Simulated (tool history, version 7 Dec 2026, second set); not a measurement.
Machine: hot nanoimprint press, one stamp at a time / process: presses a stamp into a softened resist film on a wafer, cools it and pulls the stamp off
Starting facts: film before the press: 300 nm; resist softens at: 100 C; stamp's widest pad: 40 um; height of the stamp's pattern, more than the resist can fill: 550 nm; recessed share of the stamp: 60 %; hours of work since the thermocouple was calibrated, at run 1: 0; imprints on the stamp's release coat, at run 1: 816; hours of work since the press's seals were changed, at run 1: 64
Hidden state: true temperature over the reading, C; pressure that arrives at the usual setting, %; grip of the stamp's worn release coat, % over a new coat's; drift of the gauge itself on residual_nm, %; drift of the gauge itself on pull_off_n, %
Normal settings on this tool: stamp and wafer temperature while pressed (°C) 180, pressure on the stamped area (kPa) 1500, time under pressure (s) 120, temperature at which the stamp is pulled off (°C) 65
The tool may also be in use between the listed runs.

run    hour  stamp and wafer temperature while pressed (°C)  pressure on the stamped area (kPa)  time under pressure (s)  temperature at which the stamp is pulled off (°C)  hours of work since the thermocouple was calibrated  imprints on the stamp's release coat  hours of work since the press's seals were changed  resist left under the stamp's widest pad (nm)  greatest force while the stamp is pulled off (N)
  1     0.0                                             180                                1500                      120                                                 65                                                    0                                   816                                                  64                                          107.6                                               308
  2    64.5                                             180                                1500                      120                                                 65                                                   39                                  1064                                                 103                                          107.8                                               318
  3   140.3                                             180                                1500                      120                                                 65                                                   84                                  1355                                                 148                                          107.8                                               365
  4   225.3                                             180                                2390                      120                                                 65                                                  135                                  1682                                                 199                                           82.4                                               413
  5   317.3                                             180                                2390                      120                                                 65                                                  191                                  2036                                                 255                                           82.1                                               433
      399.5  -- stamp cleaned and given a new release coat
  6   420.1                                             180                                2390                      120                                                 65                                                  249                                    79                                                 313                                           82.6                                               228
      436.4  -- plate thermocouple calibrated
  7   511.3                                             180                                2390                      120                                                 65                                                   45                                   418                                                 366                                           82.8                                               264
  8   554.3                                             180                                2390                      120                                                 65                                                   71                                   583                                                 392                                           83.0                                               277
  9   623.9                                             180                                2390                      120                                                 65                                                  113                                   851                                                 434                                           83.2                                               299
 10   718.6                                             180                                2390                      120                                                 65                                                  170                                  1215                                                 491                                           83.3                                               347
      744.0  -- press's hydraulic seals changed and the load cell set to zero
 11   793.7                                             180                                2390                      120                                                 65                                                  210                                  1473                                                  30                                           79.9                                               372
 12   851.3                                             180                                1500                      120                                                 65                                                  245                                  1694                                                  64                                          105.5                                               411
      872.1  -- plate thermocouple calibrated
 13   930.5                                             188                                1500                      120                                                 65                                                   35                                  1987                                                 110                                           81.6                                               453
     1027.0  -- stamp cleaned and given a new release coat
 14  1032.8                                             173                                1500                      120                                                 65                                                   93                                    23                                                 168                                          138.2                                               218
 15  1089.7                                             173                                1500                      120                                                 65                                                  127                                   241                                                 202                                          138.5                                               243
 16  1133.5                                             188                                 920                       78                                                 60                                                  154                                   410                                                 229                                          125.6                                               259
 17  1190.5                                             184                                 920                       76                                                 60                                                  188                                   629                                                 263                                          143.3                                               284
 18  1250.4                                             180                                1790                       75                                                 52                                                  224                                   859                                                 299                                          114.6                                               340
 19  1297.0                                             180                                1790                       75                                                 52                                                  252                                  1038                                                 327                                          114.5                                               358
     1305.8  -- plate thermocouple calibrated
 20  1357.5                                             172                                1000                       94                                                 65                                                   31                                  1260                                                 362                                          188.8                                               353
 21  1417.3                                             181                                1000                       94                                                 52                                                   67                                  1489                                                 397                                          142.0                                               429
 22  1494.9                                             181                                1000                       94                                                 52                                                  114                                  1788                                                 444                                          141.9                                               447
 23  1585.9                                             169                                1620                       91                                                 58                                                  168                                  2137                                                 499                                          168.8                                               477
     1602.6  -- press's hydraulic seals changed and the load cell set to zero
     1650.8  -- stamp cleaned and given a new release coat
 24  1693.9                                             169                                1620                       91                                                 58                                                  225                                   166                                                  51                                          164.1                                               239
     1749.3  -- plate thermocouple calibrated
 25  1785.9                                             180                                1500                      120                                                 72                                                   22                                   508                                                 105                                          108.2                                               253
 26  1879.1                                             173                                1050                      120                                                 65                                                   78                                   866                                                 161                                          167.4                                               317
 27  1964.0                                             173                                1050                      120                                                 65                                                  129                                  1193                                                 212                                          167.5                                               357
 28  2029.2                                             187                                1050                      119                                                 56                                                  168                                  1443                                                 251                                          104.5                                               399
 29  2100.1                                             187                                2180                      121                                                 56                                                  211                                  1716                                                 294                                           67.7                                               455

What if the next run were any one of these 4? Each begins from the tool's condition after run 29:
  A  2161.0                                             187                                2180                      121                                                 69                                                  247                                  1950                                                 330                                              ?                                                 ?
  B  2161.0                                             184                                2180                       87                                                 56                                                  247                                  1950                                                 330                                              ?                                                 ?
  C  2161.0                                             180                                1350                      126                                                 64                                                  247                                  1950                                                 330                                              ?                                                 ?
  D  2161.0                                             170                                1480                      121                                                 56                                                  247                                  1950                                                 330                                              ?                                                 ?

run  resist left under the stamp's widest pad (nm)  greatest force while the stamp is pulled off (N)
  A                                           67.8                                               417
  B                                           85.0                                               483
  C                                          112.5                                               431
  D                                          155.9                                               485
The same runs, with their run-to-run variation unchanged, on a tool lacking any hidden condition would have given:
run  resist left under the stamp's widest pad (nm)  greatest force while the stamp is pulled off (N)
  A                                           66.8                                               205
  B                                           83.8                                               238
  C                                          111.9                                               213
  D                                          155.0                                               239
